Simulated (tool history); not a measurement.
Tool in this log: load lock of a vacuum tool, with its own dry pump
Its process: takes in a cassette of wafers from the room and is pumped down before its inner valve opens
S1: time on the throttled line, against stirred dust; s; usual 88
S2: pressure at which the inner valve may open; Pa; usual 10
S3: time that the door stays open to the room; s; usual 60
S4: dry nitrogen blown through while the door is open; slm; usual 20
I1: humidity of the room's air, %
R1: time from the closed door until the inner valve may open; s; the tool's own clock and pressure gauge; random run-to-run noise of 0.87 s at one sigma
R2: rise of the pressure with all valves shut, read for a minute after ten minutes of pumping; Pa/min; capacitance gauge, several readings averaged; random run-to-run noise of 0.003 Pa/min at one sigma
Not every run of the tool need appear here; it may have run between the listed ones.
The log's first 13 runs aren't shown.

Run 14, day 104.333: usual settings but S4 23 slm; I1 45.4. Result: R1 146.1 s, R2 0.156 Pa/min.
Run 15, day 109.812: usual settings but S4 23 slm; I1 42.5. Result: R1 145.1 s, R2 0.153 Pa/min.
Run 16, day 119.325: usual settings but S4 23 slm; I1 43.4. Result: R1 146.4 s, R2 0.161 Pa/min.
Run 17, day 128.917: usual settings but S4 23 slm; I1 45.3. Result: R1 145.1 s, R2 0.167 Pa/min.
Run 18, day 135.1: usual settings; I1 48.3. Result: R1 146 s, R2 0.175 Pa/min.
Run 19, day 140.658: usual settings but S4 5 slm; I1 43.7. Result: R1 144.7 s, R2 0.183 Pa/min.
Run 20, day 147.646: usual settings but S1 75 s, S3 94 s, S4 17 slm; I1 44.7. Result: R1 136.7 s, R2 0.18 Pa/min.
Run 21, day 152.292: usual settings but S1 75 s, S3 94 s, S4 17 slm; I1 47.7. Result: R1 135.3 s, R2 0.181 Pa/min.
Run 22, day 162.983: usual settings but S1 93 s, S4 35 slm; I1 46. Result: R1 151.6 s, R2 0.181 Pa/min.
Run 23, day 169.408: usual settings but S2 11 Pa, S3 190 s, S4 22 slm; I1 48.7. Result: R1 144.7 s, R2 0.208 Pa/min.
Run 24, day 180.271: usual settings but S1 89 s, S2 12 Pa, S3 80 s, S4 9 slm; I1 46. Result: R1 146.5 s, R2 0.204 Pa/min.
Run 25, day 188.438: usual settings but S2 9 Pa, S3 68 s; I1 46.4. Result: R1 146.7 s, R2 0.193 Pa/min.
Run 26, day 194.575: usual settings but S2 12 Pa, S3 116 s; I1 45.6. Result: R1 145.2 s, R2 0.21 Pa/min.
Run 27, day 204.571: usual settings but S2 18 Pa, S3 116 s; I1 43.9. Result: R1 143.3 s, R2 0.213 Pa/min.
Run 28, day 209.988: usual settings but S1 122 s, S2 14 Pa, S3 116 s; I1 44.6. Result: R1 173.6 s, R2 0.215 Pa/min.

For run 29, what comes out?
Run 29, day 216.858: usual settings but S1 143 s, S2 15 Pa, S3 100 s, S4 4 slm; I1 44.8. Result: R1 ?, R2 ?.

{"run 29": {"R1": 190.5, "R2": 0.233}}
On a tool with no hidden condition, and with the same random variation, this run would have come out at R1 186.9 s, R2 0.042 Pa/min.

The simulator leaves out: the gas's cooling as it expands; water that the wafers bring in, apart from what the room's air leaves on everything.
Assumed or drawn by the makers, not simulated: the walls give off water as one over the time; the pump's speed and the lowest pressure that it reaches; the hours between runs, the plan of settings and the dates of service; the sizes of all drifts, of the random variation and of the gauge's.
